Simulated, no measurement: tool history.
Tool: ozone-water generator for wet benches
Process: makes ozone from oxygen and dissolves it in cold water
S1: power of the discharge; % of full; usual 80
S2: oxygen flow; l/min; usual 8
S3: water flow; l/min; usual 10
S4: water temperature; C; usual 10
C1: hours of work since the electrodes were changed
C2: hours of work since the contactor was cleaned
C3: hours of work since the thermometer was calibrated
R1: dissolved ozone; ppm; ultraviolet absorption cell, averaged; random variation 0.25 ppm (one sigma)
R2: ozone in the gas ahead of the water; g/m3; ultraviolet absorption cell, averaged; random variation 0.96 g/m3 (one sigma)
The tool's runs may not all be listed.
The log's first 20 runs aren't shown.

run    hour  S1     S2  S3  S4    C1    C2    C3    R1     R2
 21  1000.6  72   4.92  15   8  1065  4577  4761  25.6  175.8
 22  1049.9  80   5.16   8  10  1105  4616  4800  41.9  188.9
 23  1090.4  66   7.68  15   7  1137  4648  4832  26.3  139.4
     1119.4  -- water thermometer calibrated
 24  1161.3  55      8  10  10  1193  4704    33    28  120.6
 25  1226.5  55      8  10  12  1245  4756    85  26.9  118.4
 26  1277.5  55      8  10  12  1286  4797   126  26.6  119.7
 27    1335  48      8   8  12  1331  4843   172  26.6  106.3
 28  1372.4  48  13.51  10  10  1361  4873   202  24.3   89.6
 29  1446.3  80   8.23  10   9  1420  4932   261  38.6  158.4
     1515.3  -- contactor cleaned
 30  1518.1  93      8  10  12  1474     2   315  40.7  181.7
 31  1578.1  80  12.91  11  10  1522    50   362  35.1  137.7
 32  1613.3  49     13  10   9  1550    78   390  25.6   91.9

5 ways to go on from here, each from the tool as it stands after run 32. What would each give?
  A  1674.3   75     8  10  10  1599  127  439   ?   ?
  B  1674.3   80     8  10   7  1599  127  439   ?   ?
  C  1674.3   49  8.04  13   9  1599  127  439   ?   ?
  D  1674.3   68   4.9  13   9  1599  127  439   ?   ?
  E  1674.3  100     8  10  10  1599  127  439   ?   ?

run    R1     R2
  A  35.9  151.8
  B  40.4  159.9
  C  22.2  107.9
  D  27.1    167
  E  45.9  191.5
Without the tool's hidden state the same runs would have given:
run    R1     R2
  A  35.9  156.4
  B  40.4  164.7
  C  22.2  111.1
  D  27.1    172
  E    46  197.2
